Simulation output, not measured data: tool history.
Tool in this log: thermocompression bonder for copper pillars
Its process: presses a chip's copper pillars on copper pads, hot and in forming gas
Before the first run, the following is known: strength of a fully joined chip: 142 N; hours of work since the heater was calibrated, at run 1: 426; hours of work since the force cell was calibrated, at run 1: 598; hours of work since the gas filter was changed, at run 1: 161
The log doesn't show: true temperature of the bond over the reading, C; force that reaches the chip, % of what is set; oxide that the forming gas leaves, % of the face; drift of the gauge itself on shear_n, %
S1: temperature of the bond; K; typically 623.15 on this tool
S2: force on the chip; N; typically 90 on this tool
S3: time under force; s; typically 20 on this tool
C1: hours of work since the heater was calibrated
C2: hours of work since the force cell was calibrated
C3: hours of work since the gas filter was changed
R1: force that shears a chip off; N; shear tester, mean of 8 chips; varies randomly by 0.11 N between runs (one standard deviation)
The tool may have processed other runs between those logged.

{"run": 1, "hour": 0.0, "S1": 623.15, "S2": 90, "S3": 20, "C1": 426, "C2": 598, "C3": 161, "R1": 96.5}
{"run": 2, "hour": 38.4, "S1": 623.15, "S2": 90, "S3": 20, "C1": 445, "C2": 616, "C3": 180, "R1": 96.0}
{"hour": 96.6, "done": "forming gas filter changed"}
{"run": 3, "hour": 101.8, "S1": 623.15, "S2": 90, "S3": 20, "C1": 475, "C2": 647, "C3": 3, "R1": 99.9}
{"run": 4, "hour": 179.8, "S1": 623.15, "S2": 90, "S3": 20, "C1": 513, "C2": 685, "C3": 41, "R1": 99.4}
{"run": 5, "hour": 224.3, "S1": 623.15, "S2": 60, "S3": 20, "C1": 535, "C2": 707, "C3": 62, "R1": 84.5}
{"run": 6, "hour": 293.2, "S1": 623.15, "S2": 90, "S3": 20, "C1": 568, "C2": 740, "C3": 96, "R1": 98.4}
{"run": 7, "hour": 354.4, "S1": 623.15, "S2": 90, "S3": 20, "C1": 598, "C2": 770, "C3": 126, "R1": 98.3}
{"run": 8, "hour": 403.3, "S1": 623.15, "S2": 80, "S3": 20, "C1": 622, "C2": 794, "C3": 149, "R1": 93.7}
{"run": 9, "hour": 440.1, "S1": 623.15, "S2": 80, "S3": 20, "C1": 640, "C2": 812, "C3": 167, "R1": 93.5}
{"run": 10, "hour": 499.7, "S1": 624.15, "S2": 90, "S3": 20, "C1": 669, "C2": 841, "C3": 196, "R1": 97.9}
{"hour": 524.4, "done": "forming gas filter changed"}
{"run": 11, "hour": 560.2, "S1": 637.15, "S2": 90, "S3": 20, "C1": 698, "C2": 870, "C3": 17, "R1": 109.0}
{"hour": 631.7, "done": "force cell calibrated"}
{"run": 12, "hour": 637.2, "S1": 623.15, "S2": 90, "S3": 20, "C1": 735, "C2": 3, "C3": 54, "R1": 100.3}
{"run": 13, "hour": 687.4, "S1": 623.15, "S2": 90, "S3": 20, "C1": 760, "C2": 27, "C3": 79, "R1": 100.3}
{"run": 14, "hour": 769.5, "S1": 623.15, "S2": 90, "S3": 20, "C1": 799, "C2": 67, "C3": 119, "R1": 99.5}
{"run": 15, "hour": 812.0, "S1": 646.15, "S2": 90, "S3": 20, "C1": 820, "C2": 88, "C3": 139, "R1": 112.0}
{"run": 16, "hour": 860.7, "S1": 623.15, "S2": 120, "S3": 20, "C1": 844, "C2": 112, "C3": 163, "R1": 108.2}
{"hour": 907.1, "done": "force cell calibrated, once more"}
{"run": 17, "hour": 907.1, "S1": 623.15, "S2": 90, "S3": 14, "C1": 866, "C2": 0, "C3": 185, "R1": 87.5}
{"hour": 954.7, "done": "forming gas filter changed"}
{"run": 18, "hour": 986.4, "S1": 623.15, "S2": 90, "S3": 55, "C1": 904, "C2": 38, "C3": 15, "R1": 122.4}
{"run": 19, "hour": 1023.1, "S1": 623.15, "S2": 90, "S3": 55, "C1": 922, "C2": 56, "C3": 33, "R1": 122.1}
{"run": 20, "hour": 1078.3, "S1": 594.15, "S2": 79, "S3": 19, "C1": 949, "C2": 83, "C3": 60, "R1": 73.9}
{"run": 21, "hour": 1166.0, "S1": 595.15, "S2": 69, "S3": 51, "C1": 992, "C2": 126, "C3": 103, "R1": 94.6}
{"run": 22, "hour": 1213.2, "S1": 604.15, "S2": 90, "S3": 39, "C1": 1015, "C2": 149, "C3": 126, "R1": 102.7}
{"run": 23, "hour": 1259.4, "S1": 629.15, "S2": 56, "S3": 30, "C1": 1037, "C2": 171, "C3": 148, "R1": 95.4}
{"run": 24, "hour": 1304.8, "S1": 649.15, "S2": 96, "S3": 34, "C1": 1059, "C2": 194, "C3": 171, "R1": 123.8}
{"hour": 1324.9, "done": "heater calibrated with a thermocouple chip"}
{"run": 25, "hour": 1343.1, "S1": 649.15, "S2": 72, "S3": 34, "C1": 9, "C2": 211, "C3": 188, "R1": 113.4}
{"hour": 1382.4, "done": "forming gas filter changed"}
{"run": 26, "hour": 1409.3, "S1": 649.15, "S2": 96, "S3": 34, "C1": 41, "C2": 243, "C3": 13, "R1": 124.8}
{"run": 27, "hour": 1451.1, "S1": 607.15, "S2": 68, "S3": 15, "C1": 61, "C2": 264, "C3": 33, "R1": 69.0}
{"run": 28, "hour": 1514.2, "S1": 622.15, "S2": 90, "S3": 27, "C1": 92, "C2": 294, "C3": 64, "R1": 103.2}
{"run": 29, "hour": 1575.1, "S1": 613.15, "S2": 90, "S3": 34, "C1": 122, "C2": 324, "C3": 94, "R1": 102.8}
{"run": 30, "hour": 1635.5, "S1": 623.15, "S2": 90, "S3": 35, "C1": 151, "C2": 353, "C3": 123, "R1": 108.7}
{"run": 31, "hour": 1692.9, "S1": 613.15, "S2": 83, "S3": 20, "C1": 179, "C2": 381, "C3": 151, "R1": 85.7}
{"run": 32, "hour": 1770.9, "S1": 632.15, "S2": 88, "S3": 20, "C1": 217, "C2": 419, "C3": 189, "R1": 99.3}
{"hour": 1810.1, "done": "forming gas filter changed"}
{"run": 33, "hour": 1824.0, "S1": 635.15, "S2": 118, "S3": 50, "C1": 243, "C2": 445, "C3": 7, "R1": 130.7}
{"run": 34, "hour": 1893.0, "S1": 623.15, "S2": 91, "S3": 25, "C1": 276, "C2": 479, "C3": 40, "R1": 103.6}
{"run": 35, "hour": 1966.3, "S1": 623.15, "S2": 85, "S3": 25, "C1": 312, "C2": 514, "C3": 76, "R1": 100.7}
{"run": 36, "hour": 2011.2, "S1": 597.15, "S2": 98, "S3": 20, "C1": 334, "C2": 536, "C3": 98, "R1": 82.5}
{"run": 37, "hour": 2067.9, "S1": 631.15, "S2": 98, "S3": 20, "C1": 361, "C2": 564, "C3": 126, "R1": 104.2}
{"run": 38, "hour": 2146.2, "S1": 631.15, "S2": 98, "S3": 20, "C1": 400, "C2": 602, "C3": 164, "R1": 103.7}

Subtracting, for every run, the result it would have given without the tool's unlogged condition from the measured result gives the following. The same run-to-run variation enters both numbers; the gauge's scatter may not:
run=1 R1=-0.5
run=2 R1=-0.8
run=3 R1=+2.8
run=4 R1=+2.3
run=5 R1=+2.2
run=6 R1=+1.6
run=7 R1=+1.2
run=8 R1=+1.0
run=9 R1=+0.9
run=10 R1=+0.3
run=11 R1=+3.4
run=12 R1=+3.3
run=13 R1=+3.0
run=14 R1=+2.5
run=15 R1=+1.2
run=16 R1=+1.2
run=17 R1=-0.3
run=18 R1=+1.9
run=19 R1=+1.5
run=20 R1=+2.5
run=21 R1=+2.0
run=22 R1=+1.3
run=23 R1=+1.0
run=24 R1=-1.5
run=25 R1=-3.7
run=26 R1=-0.3
run=27 R1=-0.2
run=28 R1=-0.8
run=29 R1=-1.2
run=30 R1=-1.9
run=31 R1=-1.6
run=32 R1=-2.6
run=33 R1=+0.3
run=34 R1=+0.5
run=35 R1=+0.1
run=36 R1=+0.2
run=37 R1=-0.8
run=38 R1=-1.2
